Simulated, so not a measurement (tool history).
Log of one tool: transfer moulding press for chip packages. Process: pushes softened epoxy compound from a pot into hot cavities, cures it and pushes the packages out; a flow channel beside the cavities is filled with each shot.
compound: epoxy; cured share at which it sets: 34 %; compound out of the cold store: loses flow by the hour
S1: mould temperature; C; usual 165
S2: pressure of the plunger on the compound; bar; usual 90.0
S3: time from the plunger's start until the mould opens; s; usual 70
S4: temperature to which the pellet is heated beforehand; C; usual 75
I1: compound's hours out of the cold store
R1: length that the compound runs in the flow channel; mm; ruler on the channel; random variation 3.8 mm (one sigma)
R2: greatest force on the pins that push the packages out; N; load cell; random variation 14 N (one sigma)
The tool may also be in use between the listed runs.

run	hour	S1	S2	S3	S4	I1	R1	R2
1	0.0	165	90.0	70	75	16.8	786	712
2	7.5	165	78.5	70	75	18.2	725	871
3	18.8	165	78.5	70	75	23.3	708	923
4	26.8	165	78.5	70	75	8.4	767	1021
5	40.0	165	90.0	62	75	44.8	675	1391
6	56.7	165	90.0	62	75	14.6	782	1766
7	71.5	165	90.0	62	75	18.6	777	1664
8	79.7	165	90.0	62	77	38.4	699	1500
9	95.3	165	90.0	59	77	42.2	683	1273
10	109.6	169	69.2	60	69	27.9	636	1127
11	125.2	167	90.6	51	69	45.9	658	1689
12	133.1	159	105.8	51	68	41.3	752	2610

Not shown: 3 entries that the log had between the listed runs. Between which runs, and how does the tool's hidden state differ before and after?
Between runs 5 and 6: cavities cleaned with cleaning compound and waxed (hour 42.6)
  true mould temperature over the reading, C: 0.77 -> 0.78; pressure that reaches the compound, % of what is set: 89.7 -> 89.27; grip of the stained cavities, % over clean ones': 54.2 -> 71.1
  measured less the result without the state, R1: -39 -> -48 mm; R2: +434 -> +669 N
Between runs 8 and 9: cavities cleaned with cleaning compound and waxed (hour 85.8)
  true mould temperature over the reading, C: 0.81 -> 0.83; pressure that reaches the compound, % of what is set: 88.59 -> 88.2; grip of the stained cavities, % over clean ones': 67.8 -> 24
  measured less the result without the state, R1: -46 -> -46 mm; R2: +550 -> +184 N
Between runs 10 and 11: cavities cleaned with cleaning compound and waxed, once more (hour 114.4)
  true mould temperature over the reading, C: 0.84 -> 0.86; pressure that reaches the compound, % of what is set: 87.77 -> 87.38; grip of the stained cavities, % over clean ones': 43.2 -> 24.4
  measured less the result without the state, R1: -44 -> -48 mm; R2: +287 -> +268 N

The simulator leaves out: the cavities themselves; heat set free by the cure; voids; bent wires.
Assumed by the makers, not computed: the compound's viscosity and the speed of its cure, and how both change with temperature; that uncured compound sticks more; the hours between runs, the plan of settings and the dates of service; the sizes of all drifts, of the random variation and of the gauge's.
